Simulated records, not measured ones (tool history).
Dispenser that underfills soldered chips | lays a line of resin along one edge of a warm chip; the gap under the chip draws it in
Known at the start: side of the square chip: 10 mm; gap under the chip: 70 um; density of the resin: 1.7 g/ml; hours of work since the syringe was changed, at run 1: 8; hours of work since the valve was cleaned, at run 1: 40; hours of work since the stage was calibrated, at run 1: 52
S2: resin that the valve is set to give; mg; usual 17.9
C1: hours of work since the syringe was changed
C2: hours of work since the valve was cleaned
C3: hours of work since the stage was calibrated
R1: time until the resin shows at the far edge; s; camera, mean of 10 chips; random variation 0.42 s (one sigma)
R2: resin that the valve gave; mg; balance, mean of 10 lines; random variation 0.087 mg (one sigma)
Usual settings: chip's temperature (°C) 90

Run 1, hour 0.0: usual settings; C1 8; C2 40; C3 52. Result: R1 39.1 s, R2 17.36 mg.
At hour 5.3: new syringe of resin.
Run 2, hour 12.8: usual settings; C1 5; C2 48; C3 60. Result: R1 35.7 s, R2 17.34 mg.
Run 3, hour 20.7: usual settings; C1 10; C2 53; C3 66. Result: R1 42.6 s, R2 17.39 mg.
At hour 22.7: new syringe of resin.
Run 4, hour 32.6: usual settings; C1 6; C2 61; C3 73. Result: R1 38.0 s, R2 17.28 mg.
At hour 39.8: new syringe of resin.
Run 5, hour 40.7: usual settings; C1 1; C2 66; C3 78. Result: R1 29.4 s, R2 17.09 mg.
Run 6, hour 54.5: usual settings but S2 18.7 mg; C1 10; C2 75; C3 87. Result: R1 41.3 s, R2 17.95 mg.
At hour 56.7: new syringe of resin.
Run 7, hour 61.4: usual settings; C1 3; C2 79; C3 92. Result: R1 33.2 s, R2 16.89 mg.
Run 8, hour 69.6: usual settings but chip's temperature (°C) 84; C1 8; C2 85; C3 97. Result: R1 54.0 s, R2 16.88 mg.
At hour 73.5: new syringe of resin.
Run 9, hour 78.1: usual settings but chip's temperature (°C) 84, S2 23.3 mg; C1 3; C2 90; C3 102. Result: R1 41.3 s, R2 21.67 mg.
Run 10, hour 86.8: usual settings but chip's temperature (°C) 84, S2 23.3 mg; C1 9; C2 96; C3 108. Result: R1 51.2 s, R2 21.69 mg.
At hour 91.0: new syringe of resin.
Run 11, hour 97.5: usual settings but chip's temperature (°C) 84, S2 23.3 mg; C1 4; C2 102; C3 115. Result: R1 43.3 s, R2 21.70 mg.
At hour 108.6: new syringe of resin.
At hour 110.4: dispensing valve cleaned and set on the balance.
Run 12, hour 112.2: usual settings but chip's temperature (°C) 84, S2 23.3 mg; C1 2; C2 1; C3 124. Result: R1 37.5 s, R2 23.24 mg.
Run 13, hour 121.1: usual settings but chip's temperature (°C) 84, S2 23.3 mg; C1 8; C2 7; C3 129. Result: R1 48.7 s, R2 23.25 mg.
At hour 126.8: new syringe of resin.
Run 14, hour 130.4: usual settings but chip's temperature (°C) 84, S2 16.5 mg; C1 2; C2 13; C3 135. Result: R1 39.8 s, R2 16.25 mg.
Run 15, hour 141.6: usual settings but chip's temperature (°C) 84, S2 23.2 mg; C1 10; C2 20; C3 143. Result: R1 52.8 s, R2 22.70 mg.
At hour 144.2: new syringe of resin.
Run 16, hour 151.3: usual settings but chip's temperature (°C) 93, S2 22.9 mg; C1 5; C2 26; C3 149. Result: R1 30.0 s, R2 22.37 mg.
At hour 162.1: new syringe of resin.
Run 17, hour 165.3: usual settings but chip's temperature (°C) 102, S2 17.6 mg; C1 2; C2 35; C3 158. Result: R1 19.2 s, R2 17.09 mg.
Run 18, hour 177.0: usual settings but chip's temperature (°C) 102, S2 17.6 mg; C1 10; C2 43; C3 165. Result: R1 25.5 s, R2 17.01 mg.
At hour 178.9: new syringe of resin.
Run 19, hour 185.6: usual settings but chip's temperature (°C) 102, S2 17.6 mg; C1 4; C2 48; C3 171. Result: R1 20.0 s, R2 16.81 mg.
At hour 196.6: new syringe of resin.
Run 20, hour 197.0: usual settings but chip's temperature (°C) 94, S2 20.7 mg; C1 0; C2 56; C3 178. Result: R1 23.1 s, R2 19.83 mg.

The next listed run, before its measurement:
Run 21, hour 211.1: usual settings but chip's temperature (°C) 94, S2 20.7 mg; C1 9; C2 65; C3 187. Result: R1 ?, R2 ?.

R1: 34.0 s
R2: 19.60 mg
Without the tool's hidden state the same run would have given R1 24.0 s, R2 20.65 mg.
